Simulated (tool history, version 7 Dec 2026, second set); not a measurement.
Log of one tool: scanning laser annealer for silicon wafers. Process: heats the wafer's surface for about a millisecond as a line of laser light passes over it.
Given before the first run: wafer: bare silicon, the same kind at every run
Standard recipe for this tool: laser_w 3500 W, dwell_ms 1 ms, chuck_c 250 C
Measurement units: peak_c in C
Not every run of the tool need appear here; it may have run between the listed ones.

run   hour  laser_w  dwell_ms  chuck_c  peak_c
  1      0     3500         1      250     997
  2   22.7     3500         1      289    1033
  3   45.2     3500         1      289    1032
  4   68.2     3500         1      289    1037
  5     90     3500         1      289    1036
  6  101.9     3500         1      289    1035
  7  115.4     3500       0.9      250     960
  8  138.1     3500         1      250     995
  9  148.9     3500         1      250     995
 10  159.6     3500         1      250     996
 11  171.2     3500         1      250     996
 12  190.2     3500      0.93      250     972
     193.4  -- window over the wafer cleaned
 13  208.4     3500      0.93      250     975
 14  221.9     3500      0.93      250     972
 15  239.9     3500      0.93      250     971
 16    263     3500      0.93      250     976
 17  274.2     3500      0.93      250     973
 18  297.8     3500      0.93      250     971
 19  321.2     3500      0.93      250     972
 20  332.7     3042      0.93      250     877
 21  343.4     3042      0.93      250     875
 22  357.8     3042      0.93      250     875
 23  370.3     3042      0.93      250     876
 24  382.3     3042      0.93      250     880
 25  396.4     3165      1.14      250     965
 26  413.6     3681         1      258    1043
 27  430.5     3681         1      258    1044
 28  450.1     3112      1.09      241     926
 29  465.2     3465      1.01      232     972
 30  475.1     3022         1      238     881
 31  488.8     3022         1      238     878
 32  506.1     3022         1      238     878
 33    524     3777         1      273    1080
 34  538.5     3737         1      238    1035
 35  552.1     3500      0.89      250     959
 36  566.7     3500      0.98      225     965
 37  580.5     3775      0.98      257    1057
 38  595.7     3377      1.13      276    1031
 39  613.5     3377      1.13      276    1035

Estimate the outcome of run 40 from the log above:
 40  636.8     3377      1.13      276       ?

{"run 40": {"peak_c": 1037}}
On a tool with no hidden condition, and with the same random variation, this run would have come out at peak_c 1038 C.

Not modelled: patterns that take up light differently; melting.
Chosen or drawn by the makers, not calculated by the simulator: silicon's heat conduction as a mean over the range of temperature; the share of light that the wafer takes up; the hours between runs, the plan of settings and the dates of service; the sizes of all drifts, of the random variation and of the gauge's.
